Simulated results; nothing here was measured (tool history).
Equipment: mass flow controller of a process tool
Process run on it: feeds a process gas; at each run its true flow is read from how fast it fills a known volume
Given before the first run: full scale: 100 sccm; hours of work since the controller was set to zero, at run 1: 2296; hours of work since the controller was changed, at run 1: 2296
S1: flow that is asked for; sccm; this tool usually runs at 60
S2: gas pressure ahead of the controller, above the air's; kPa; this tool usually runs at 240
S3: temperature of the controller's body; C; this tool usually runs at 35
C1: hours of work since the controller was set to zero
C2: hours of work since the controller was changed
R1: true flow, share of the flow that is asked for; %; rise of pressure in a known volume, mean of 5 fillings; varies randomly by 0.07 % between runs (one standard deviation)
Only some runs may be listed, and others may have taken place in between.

run    hour  S1   S2  S3    C1    C2     R1
  1       0  60  240  35  2296  2296  97.96
  2   123.2  60  240  37  2395  2395  97.49
  3   349.9  60  240  37  2576  2576  97.61
  4   486.4  60  240  35  2685  2685  97.73
  5   649.4  60  240  35  2815  2815  97.81
  6   858.2  60  240  35  2982  2982   97.9
  7  1026.4  60  240  35  3116  3116  97.86
  8    1146  60  240  35  3212  3212  97.58
  9  1398.5  60  240  35  3414  3414  97.75
 10  1529.8  18  240  35  3519  3519  97.01
 11  1719.6  18  240  35  3670  3670  96.84
 12  1873.9  18  240  35  3794  3794  96.98
 13  2115.6  18  240  35  3987  3987  96.95
 14  2284.8  18  240  35  4122  4122  96.86
 15  2530.5  60  240  20  4318  4318  99.24
 16    2696  22  240  29  4451  4451  97.59
 17  2836.8  22  240  29  4563  4563  97.71
 18    3000  22  240  29  4694  4694  97.66
 19  3151.3  17  150  32  4814  4814   97.7
 20  3380.7  60  240  33  4998  4998  97.71
 21  3539.7  60  185  38  5125  5125  97.62
 22  3711.2  36  240  32  5262  5262  97.55
 23  3854.9  36  240  32  5377  5377  97.35
 24  4039.6  36  240  32  5524  5524  97.24
 25  4196.9  15  154  22  5650  5650  98.59
 26  4364.9  17  189  31  5784  5784  97.52
 27  4602.6  17  189  31  5974  5974  97.38
 28  4717.5  60  155  35  6066  6066  97.88
 29  4944.8  29  237  20  6248  6248  98.56

3 options for the next run, each taken on its own from the tool as it stands now. Forecast them:
  A  5182.2  21  237  26  6437  6437   ?
  B  5182.2  29  170  20  6437  6437   ?
  C  5182.2  99  167  23  6437  6437   ?

run     R1
  A  97.69
  B  98.97
  C  99.75
What these runs would have given with no unlogged condition in the tool:
run      R1
  A   98.24
  B   99.54
  C  100.34
